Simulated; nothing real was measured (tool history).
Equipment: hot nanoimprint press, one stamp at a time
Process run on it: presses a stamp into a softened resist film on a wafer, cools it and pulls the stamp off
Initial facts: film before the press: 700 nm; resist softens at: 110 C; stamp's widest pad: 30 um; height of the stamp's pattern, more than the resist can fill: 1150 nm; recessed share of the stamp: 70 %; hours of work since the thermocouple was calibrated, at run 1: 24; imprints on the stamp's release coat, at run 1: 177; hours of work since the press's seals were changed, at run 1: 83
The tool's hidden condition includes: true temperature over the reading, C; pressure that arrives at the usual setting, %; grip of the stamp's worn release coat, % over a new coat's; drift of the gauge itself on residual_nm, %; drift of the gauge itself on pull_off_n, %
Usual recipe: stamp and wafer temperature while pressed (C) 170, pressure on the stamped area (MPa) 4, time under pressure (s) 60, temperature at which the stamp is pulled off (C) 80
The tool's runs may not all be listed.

run,day,stamp and wafer temperature while pressed (C),pressure on the stamped area (MPa),time under pressure (s),temperature at which the stamp is pulled off (C),hours of work since the thermocouple was calibrated,imprints on the stamp's release coat,hours of work since the press's seals were changed,resist left under the stamp's widest pad (angstrom),greatest force while the stamp is pulled off (N)
1,0,170,4,60,80,24,177,83,2675,229
2,0.317,170,4,60,80,29,201,88,2652,232
3,0.483,170,4,60,80,32,214,90,2650,231
4,0.767,170,5.95,60,80,37,235,95,2164,230
5,1.083,182,4,60,80,42,260,100,1267,231
6,1.354,182,4,60,80,46,281,104,1261,232
7,1.65,170,4,60,80,51,304,109,2635,234
8,1.854,170,4,60,80,54,319,112,2634,232
9,2.021,170,4,60,80,57,332,115,2624,233
10,2.329,170,4,60,80,62,356,120,2620,235
11,2.633,170,4,47,80,66,379,125,2895,234
12,3.012,170,4,47,80,72,409,131,2886,241
13,3.312,175,4,79,80,77,432,136,1702,238
14,3.479,162,2.65,114,86,80,445,138,4087,228
15,3.888,175,2.65,78,86,86,476,145,2108,228
16,4.175,175,2.65,78,86,91,498,150,2112,228
17,4.496,175,2.65,78,86,96,523,155,2108,230
18,4.804,175,2.65,78,86,101,547,160,2101,231
19,5.138,170,3.66,42,66,106,572,165,3114,262
20,5.338,170,2.61,98,75,110,588,168,2626,250
21,5.55,170,2.95,60,87,113,604,172,3017,230
22,5.892,170,2.95,60,87,119,631,177,2987,234
23,6.296,167,3.99,39,80,125,662,183,3639,245
24,6.583,170,3.67,79,80,130,684,188,2397,246

How would selected steps in resist left under the stamp's widest pad (angstrom) from run to run divide? Give the signed amount a tool lacking its hidden state would still show from settings, what came in and random variation, and the signed amount left for the hidden state, including any gauge scatter that is not in both of the compared results.
Run 13 -> 14: stamp and wafer temperature while pressed (C) 175 -> 162, pressure on the stamped area (MPa) 4 -> 2.65, time under pressure (s) 79 -> 114, temperature at which the stamp is pulled off (C) 80 -> 86. resist left under the stamp's widest pad (angstrom) +2385: hidden state -71, all else +2456.
Run 14 -> 15: stamp and wafer temperature while pressed (C) 162 -> 175, time under pressure (s) 114 -> 78. resist left under the stamp's widest pad (angstrom) -1979: hidden state +52, all else -2031.

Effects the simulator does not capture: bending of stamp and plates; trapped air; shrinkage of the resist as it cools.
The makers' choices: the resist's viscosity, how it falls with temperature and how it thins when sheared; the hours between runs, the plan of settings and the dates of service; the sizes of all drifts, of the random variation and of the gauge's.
